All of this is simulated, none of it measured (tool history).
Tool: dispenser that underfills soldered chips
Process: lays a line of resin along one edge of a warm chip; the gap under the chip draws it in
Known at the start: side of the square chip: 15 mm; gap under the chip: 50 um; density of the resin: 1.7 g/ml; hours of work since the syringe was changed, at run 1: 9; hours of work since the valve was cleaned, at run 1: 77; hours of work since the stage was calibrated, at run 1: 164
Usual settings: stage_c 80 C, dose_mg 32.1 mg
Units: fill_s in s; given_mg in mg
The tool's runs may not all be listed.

run,hour,stage_c,dose_mg,hours of work since the syringe was changed,hours of work since the valve was cleaned,hours of work since the stage was calibrated,fill_s,given_mg
1,0.0,80,32.1,9,77,164,558.8,30.57
# hour 4.0: new syringe of resin
2,7.5,80,32.1,2,82,169,421.8,30.38
# hour 21.4: new syringe of resin
3,22.0,80,32.1,0,91,178,403.6,30.26
4,29.1,73,32.1,5,96,183,657.7,30.06
5,36.7,73,32.1,11,101,189,801.6,29.88
# hour 39.2: new syringe of resin
# hour 46.3: dispensing valve cleaned and set on the balance
6,51.2,80,34.2,7,3,198,526.0,34.27
# hour 58.1: new syringe of resin
7,66.3,86,34.9,6,14,208,381.7,34.70
# hour 75.9: new syringe of resin
8,78.0,68,35.2,1,21,216,693.1,34.63
9,91.6,68,35.2,11,31,225,990.0,34.69
# hour 93.9: new syringe of resin
10,106.6,84,34.9,9,41,235,457.9,34.17
# hour 111.6: new syringe of resin
11,115.8,73,31.8,3,47,241,589.8,30.89
12,122.0,73,40.2,7,51,245,689.8,38.78

5 ways to go on from here, each from the tool as it stands after run 12. What would each give?
# hour 129.5: new syringe of resin
A,133.4,73,32.8,3,59,253,?,?
# hour 129.5: new syringe of resin
B,133.4,81,33.8,3,59,253,?,?
# hour 129.5: new syringe of resin
C,133.4,94,33.6,3,59,253,?,?
# hour 129.5: new syringe of resin
D,133.4,80,40.4,3,59,253,?,?
# hour 129.5: new syringe of resin
E,133.4,73,36.4,3,59,253,?,?

run,fill_s,given_mg
A,581.0,31.87
B,415.9,32.45
C,249.3,32.51
D,431.4,39.14
E,583.0,35.12
Without the tool's hidden state the same runs would have given:
run,fill_s,given_mg
A,488.2,33.06
B,350.8,33.68
C,211.3,33.73
D,364.3,40.61
E,490.6,36.44
